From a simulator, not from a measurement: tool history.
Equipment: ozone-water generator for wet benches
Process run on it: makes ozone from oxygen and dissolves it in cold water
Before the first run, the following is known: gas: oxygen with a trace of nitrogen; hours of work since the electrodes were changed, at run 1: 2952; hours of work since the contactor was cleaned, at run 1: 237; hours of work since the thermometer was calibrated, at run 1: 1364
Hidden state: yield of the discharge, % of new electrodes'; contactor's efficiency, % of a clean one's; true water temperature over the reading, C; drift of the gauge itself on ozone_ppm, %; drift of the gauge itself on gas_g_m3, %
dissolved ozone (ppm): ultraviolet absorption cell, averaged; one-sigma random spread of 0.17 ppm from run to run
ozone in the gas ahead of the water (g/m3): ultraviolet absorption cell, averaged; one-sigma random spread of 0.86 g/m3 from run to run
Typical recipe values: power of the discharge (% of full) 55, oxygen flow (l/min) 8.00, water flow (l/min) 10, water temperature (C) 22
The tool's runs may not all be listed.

run    hour  power of the discharge (% of full)  oxygen flow (l/min)  water flow (l/min)  water temperature (C)  hours of work since the electrodes were changed  hours of work since the contactor was cleaned  hours of work since the thermometer was calibrated  dissolved ozone (ppm)  ozone in the gas ahead of the water (g/m3)
  1     0.0                                  55                 8.00                  10                     22                                             2952                                            237                                                1364                   20.2                                       129.1
  2   144.1                                  55                 8.00                  10                     22                                             3057                                            342                                                1469                   20.1                                       128.3
  3   225.5                                  98                 8.00                  10                     22                                             3116                                            401                                                1528                   26.8                                       168.9
  4   312.3                                  98                 7.18                  10                     22                                             3179                                            464                                                1591                   27.3                                       179.8
  5   464.5                                  98                 7.18                   7                     22                                             3290                                            575                                                1702                   32.4                                       176.9
  6   612.8                                  55                 8.00                  10                     18                                             3398                                            683                                                1810                   21.7                                       127.3
  7   707.0                                  55                 8.00                  10                     22                                             3467                                            752                                                1878                   19.8                                       129.1
  8   832.5                                  55                 8.00                  10                     22                                             3558                                            843                                                1970                   19.5                                       127.2
  9   964.0                                  40                 4.24                  10                     22                                             3654                                            939                                                2065                   19.2                                       152.6
 10  1044.4                                  98                 4.11                   7                     15                                             3712                                            997                                                2124                   42.5                                       235.2
     1061.3  -- contactor cleaned
 11  1180.2                                  79                 4.33                  13                     16                                             3808                                             87                                                2220                   23.7                                       206.1
 12  1290.3                                  84                 9.07                   8                     17                                             3888                                            167                                                2300                   28.9                                       144.6
     1393.2  -- contactor cleaned, once more
 13  1394.3                                  73                10.26                   7                     27                                             3961                                              1                                                2373                   21.2                                       125.1
 14  1521.3                                  55                 8.00                  10                     30                                             4053                                             93                                                2465                   16.2                                       124.5
 15  1644.6                                  89                 8.00                  10                     18                                             4143                                            183                                                2555                   27.1                                       155.2

Consider 4 possible next runs. They are alternatives, not a sequence: every one starts from the tool as it was left by run 15. What does each give?
  A  1780.8                                  89                 6.23                  10                     28                                             4242                                            282                                                2654                      ?                                           ?
  B  1780.8                                  89                 8.00                   9                     18                                             4242                                            282                                                2654                      ?                                           ?
  C  1780.8                                  66                 8.00                  10                     18                                             4242                                            282                                                2654                      ?                                           ?
  D  1780.8                                  67                 8.00                  10                     28                                             4242                                            282                                                2654                      ?                                           ?

run  dissolved ozone (ppm)  ozone in the gas ahead of the water (g/m3)
  A                   22.5                                       179.3
  B                   28.2                                       154.3
  C                   23.0                                       136.1
  D                   18.5                                       136.3
Stripped of hidden state, with their random variation kept, the same runs would have yielded:
run  dissolved ozone (ppm)  ozone in the gas ahead of the water (g/m3)
  A                   26.3                                       207.2
  B                   33.1                                       178.2
  C                   26.5                                       154.2
  D                   21.3                                       154.6

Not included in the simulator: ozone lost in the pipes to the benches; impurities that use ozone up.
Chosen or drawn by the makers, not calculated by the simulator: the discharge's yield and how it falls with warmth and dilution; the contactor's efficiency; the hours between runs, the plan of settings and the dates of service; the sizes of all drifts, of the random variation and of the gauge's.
